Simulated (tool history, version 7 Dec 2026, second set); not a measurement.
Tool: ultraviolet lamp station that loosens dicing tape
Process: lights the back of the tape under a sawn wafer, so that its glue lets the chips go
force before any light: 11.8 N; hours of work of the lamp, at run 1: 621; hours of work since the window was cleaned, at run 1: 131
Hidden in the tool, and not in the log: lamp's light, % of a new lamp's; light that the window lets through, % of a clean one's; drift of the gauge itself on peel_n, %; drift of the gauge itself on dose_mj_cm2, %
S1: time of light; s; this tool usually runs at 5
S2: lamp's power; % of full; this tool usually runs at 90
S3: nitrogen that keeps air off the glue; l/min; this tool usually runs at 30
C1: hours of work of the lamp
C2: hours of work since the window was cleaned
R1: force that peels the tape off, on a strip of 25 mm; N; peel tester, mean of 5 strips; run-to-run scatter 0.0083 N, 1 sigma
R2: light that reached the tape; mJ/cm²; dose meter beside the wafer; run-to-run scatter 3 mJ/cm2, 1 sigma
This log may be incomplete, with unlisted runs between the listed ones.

Run 1, hour 0.0: usual settings; C1 621; C2 131. Result: R1 0.530 N, R2 352 mJ/cm².
Run 2, hour 21.1: usual settings; C1 636; C2 147. Result: R1 0.524 N, R2 346 mJ/cm².
Run 3, hour 38.1: usual settings; C1 649; C2 159. Result: R1 0.584 N, R2 344 mJ/cm².
Run 4, hour 76.4: usual settings but S1 4 s; C1 677; C2 188. Result: R1 1.070 N, R2 267 mJ/cm².
Run 5, hour 115.1: usual settings but S1 4 s; C1 706; C2 216. Result: R1 1.033 N, R2 257 mJ/cm².
At hour 135.6: window cleaned of glue's vapour.
Run 6, hour 144.4: usual settings but S1 4 s; C1 727; C2 7. Result: R1 1.297 N, R2 242 mJ/cm².
Run 7, hour 174.4: usual settings but S1 4 s; C1 750; C2 29. Result: R1 1.406 N, R2 236 mJ/cm².
Run 8, hour 199.7: usual settings; C1 769; C2 48. Result: R1 0.907 N, R2 282 mJ/cm².
Run 9, hour 222.7: usual settings but S3 11 l/min; C1 786; C2 65. Result: R1 2.198 N, R2 276 mJ/cm².
Run 10, hour 239.3: usual settings but S3 11 l/min; C1 798; C2 77. Result: R1 2.229 N, R2 272 mJ/cm².
Run 11, hour 260.4: usual settings; C1 814; C2 93. Result: R1 0.992 N, R2 264 mJ/cm².
Run 12, hour 287.2: usual settings; C1 833; C2 112. Result: R1 1.138 N, R2 256 mJ/cm².
Run 13, hour 315.2: usual settings; C1 854; C2 133. Result: R1 1.124 N, R2 250 mJ/cm².
At hour 323.9: window cleaned of glue's vapour, once more.
Run 14, hour 336.8: usual settings; C1 870; C2 10. Result: R1 0.497 N, R2 366 mJ/cm².
Run 15, hour 355.0: usual settings; C1 883; C2 23. Result: R1 0.532 N, R2 358 mJ/cm².
Run 16, hour 393.2: usual settings; C1 912; C2 51. Result: R1 0.537 N, R2 345 mJ/cm².
Run 17, hour 422.6: usual settings; C1 934; C2 73. Result: R1 0.592 N, R2 343 mJ/cm².
Run 18, hour 455.9: usual settings but S3 29 l/min; C1 958; C2 98. Result: R1 0.636 N, R2 329 mJ/cm².
Run 19, hour 490.7: usual settings but S2 100 % of full; C1 984; C2 124. Result: R1 0.510 N, R2 359 mJ/cm².
Run 20, hour 523.6: usual settings but S2 77 % of full; C1 1008; C2 148. Result: R1 0.923 N, R2 271 mJ/cm².
Run 21, hour 550.5: usual settings; C1 1028; C2 168. Result: R1 0.741 N, R2 313 mJ/cm².
Run 22, hour 574.8: usual settings but S1 8 s, S2 98 % of full; C1 1047; C2 186. Result: R1 0.249 N, R2 527 mJ/cm².
Run 23, hour 593.4: usual settings but S1 7 s, S2 98 % of full, S3 20 l/min; C1 1060; C2 200. Result: R1 0.443 N, R2 454 mJ/cm².

What does the tool deliver on the next run?
Run 24, hour 627.1: usual settings but S1 7 s, S2 98 % of full, S3 20 l/min; C1 1085; C2 225. Result: R1 ?, R2 ?.

Logged for run 24: R1 0.449 N, R2 446 mJ/cm².
The same run, on a tool lacking any hidden state, would have yielded R1 0.219 N, R2 672 mJ/cm².
